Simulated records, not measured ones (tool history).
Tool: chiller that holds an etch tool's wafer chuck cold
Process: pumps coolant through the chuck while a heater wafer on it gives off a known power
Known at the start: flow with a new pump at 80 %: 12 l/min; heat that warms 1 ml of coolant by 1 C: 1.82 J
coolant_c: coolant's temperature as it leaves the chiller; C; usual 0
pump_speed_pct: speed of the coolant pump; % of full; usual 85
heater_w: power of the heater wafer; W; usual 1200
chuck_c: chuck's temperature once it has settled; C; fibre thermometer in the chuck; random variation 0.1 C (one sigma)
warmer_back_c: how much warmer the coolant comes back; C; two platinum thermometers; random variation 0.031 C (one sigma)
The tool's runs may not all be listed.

run 1 hour=0.0 | coolant_c=0 pump_speed_pct=85 heater_w=1200 | chuck_c=7.1 warmer_back_c=3.06
run 2 hour=37.2 | coolant_c=9 pump_speed_pct=85 heater_w=1200 | chuck_c=16.1 warmer_back_c=3.12
run 3 hour=75.7 | coolant_c=9 pump_speed_pct=85 heater_w=1200 | chuck_c=16.2 warmer_back_c=3.02
run 4 hour=136.3 | coolant_c=9 pump_speed_pct=85 heater_w=1200 | chuck_c=16.2 warmer_back_c=3.07
run 5 hour=170.1 | coolant_c=9 pump_speed_pct=85 heater_w=1200 | chuck_c=16.2 warmer_back_c=3.01
run 6 hour=197.9 | coolant_c=0 pump_speed_pct=85 heater_w=1200 | chuck_c=7.0 warmer_back_c=3.01
run 7 hour=234.0 | coolant_c=0 pump_speed_pct=88 heater_w=1200 | chuck_c=6.9 warmer_back_c=2.94
run 8 hour=264.2 | coolant_c=0 pump_speed_pct=88 heater_w=1200 | chuck_c=6.7 warmer_back_c=2.94
run 9 hour=317.7 | coolant_c=0 pump_speed_pct=88 heater_w=1200 | chuck_c=6.9 warmer_back_c=2.95
run 10 hour=371.0 | coolant_c=0 pump_speed_pct=88 heater_w=1200 | chuck_c=7.0 warmer_back_c=2.84
run 11 hour=409.4 | coolant_c=0 pump_speed_pct=88 heater_w=1200 | chuck_c=7.0 warmer_back_c=2.86
run 12 hour=439.7 | coolant_c=0 pump_speed_pct=88 heater_w=1200 | chuck_c=7.1 warmer_back_c=2.89
run 13 hour=474.5 | coolant_c=9 pump_speed_pct=80 heater_w=1545 | chuck_c=18.6 warmer_back_c=4.02
run 14 hour=527.2 | coolant_c=0 pump_speed_pct=85 heater_w=1360 | chuck_c=7.9 warmer_back_c=3.31
run 15 hour=576.7 | coolant_c=0 pump_speed_pct=91 heater_w=698 | chuck_c=3.9 warmer_back_c=1.54
run 16 hour=604.9 | coolant_c=4 pump_speed_pct=83 heater_w=1444 | chuck_c=12.6 warmer_back_c=3.61
run 17 hour=638.0 | coolant_c=-5 pump_speed_pct=85 heater_w=663 | chuck_c=-1.0 warmer_back_c=1.54
run 18 hour=678.9 | coolant_c=-5 pump_speed_pct=85 heater_w=663 | chuck_c=-1.1 warmer_back_c=1.46
run 19 hour=709.5 | coolant_c=-5 pump_speed_pct=85 heater_w=663 | chuck_c=-1.1 warmer_back_c=1.55
run 20 hour=763.4 | coolant_c=3 pump_speed_pct=85 heater_w=856 | chuck_c=8.1 warmer_back_c=1.97
run 21 hour=813.5 | coolant_c=6 pump_speed_pct=65 heater_w=792 | chuck_c=11.5 warmer_back_c=2.34
run 22 hour=856.9 | coolant_c=-6 pump_speed_pct=85 heater_w=1176 | chuck_c=1.0 warmer_back_c=2.77

Forecast each of these 5 alternatives for the next run:
run A hour=908.2 | coolant_c=4 pump_speed_pct=94 heater_w=1643 | chuck_c=? warmer_back_c=?
run B hour=908.2 | coolant_c=1 pump_speed_pct=96 heater_w=1263 | chuck_c=? warmer_back_c=?
run C hour=908.2 | coolant_c=0 pump_speed_pct=73 heater_w=1279 | chuck_c=? warmer_back_c=?
run D hour=908.2 | coolant_c=0 pump_speed_pct=64 heater_w=984 | chuck_c=? warmer_back_c=?
run E hour=908.2 | coolant_c=-5 pump_speed_pct=61 heater_w=1378 | chuck_c=? warmer_back_c=?

run=A chuck_c=13.0 warmer_back_c=3.53
run=B chuck_c=7.8 warmer_back_c=2.62
run=C chuck_c=8.3 warmer_back_c=3.55
run=D chuck_c=7.1 warmer_back_c=3.04
run=E chuck_c=5.3 warmer_back_c=4.57
Without the tool's hidden state the same runs would have given:
run=A chuck_c=13.0 warmer_back_c=3.85
run=B chuck_c=7.8 warmer_back_c=2.94
run=C chuck_c=8.3 warmer_back_c=3.88
run=D chuck_c=7.1 warmer_back_c=3.37
run=E chuck_c=5.3 warmer_back_c=4.89
